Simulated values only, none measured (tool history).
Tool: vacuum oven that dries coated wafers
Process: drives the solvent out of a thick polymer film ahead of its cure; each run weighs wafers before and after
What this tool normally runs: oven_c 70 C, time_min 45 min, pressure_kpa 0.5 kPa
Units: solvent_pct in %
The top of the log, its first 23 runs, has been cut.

{"run": 24, "hour": 197.5, "oven_c": 79, "time_min": 38, "pressure_kpa": 0.52, "solvent_pct": 1.25}
{"run": 25, "hour": 204.9, "oven_c": 58, "time_min": 31, "pressure_kpa": 0.326, "solvent_pct": 6.77}
{"run": 26, "hour": 210.4, "oven_c": 74, "time_min": 45, "pressure_kpa": 0.519, "solvent_pct": 1.29}
{"run": 27, "hour": 220.7, "oven_c": 74, "time_min": 45, "pressure_kpa": 0.519, "solvent_pct": 1.35}
{"run": 28, "hour": 227.4, "oven_c": 62, "time_min": 34, "pressure_kpa": 1.013, "solvent_pct": 5.49}
{"run": 29, "hour": 233.3, "oven_c": 62, "time_min": 34, "pressure_kpa": 1.013, "solvent_pct": 5.42}
{"run": 30, "hour": 239.0, "oven_c": 75, "time_min": 72, "pressure_kpa": 0.377, "solvent_pct": 0.35}
{"run": 31, "hour": 251.1, "oven_c": 75, "time_min": 72, "pressure_kpa": 0.377, "solvent_pct": 0.33}
{"run": 32, "hour": 258.8, "oven_c": 75, "time_min": 72, "pressure_kpa": 0.377, "solvent_pct": 0.38}
{"run": 33, "hour": 267.1, "oven_c": 75, "time_min": 72, "pressure_kpa": 0.377, "solvent_pct": 0.33}
{"run": 34, "hour": 278.3, "oven_c": 75, "time_min": 39, "pressure_kpa": 0.377, "solvent_pct": 1.67}
{"run": 35, "hour": 286.5, "oven_c": 75, "time_min": 39, "pressure_kpa": 0.377, "solvent_pct": 1.62}
{"run": 36, "hour": 294.4, "oven_c": 70, "time_min": 28, "pressure_kpa": 0.447, "solvent_pct": 4.15}

Alternative continuations, all from the tool just after run 36; predict every row:
{"run": "A", "hour": 301.4, "oven_c": 67, "time_min": 27, "pressure_kpa": 0.306, "solvent_pct": "?"}
{"run": "B", "hour": 301.4, "oven_c": 82, "time_min": 45, "pressure_kpa": 0.5, "solvent_pct": "?"}
{"run": "C", "hour": 301.4, "oven_c": 59, "time_min": 32, "pressure_kpa": 1.672, "solvent_pct": "?"}
{"run": "D", "hour": 301.4, "oven_c": 61, "time_min": 45, "pressure_kpa": 1.492, "solvent_pct": "?"}
{"run": "E", "hour": 301.4, "oven_c": 70, "time_min": 24, "pressure_kpa": 0.316, "solvent_pct": "?"}

run=A solvent_pct=5
run=B solvent_pct=0.54
run=C solvent_pct=6.89
run=D solvent_pct=4.48
run=E solvent_pct=5.05
Had the tool no hidden state, the same runs would have come out as:
run=A solvent_pct=5.02
run=B solvent_pct=0.55
run=C solvent_pct=6.92
run=D solvent_pct=4.5
run=E solvent_pct=5.07
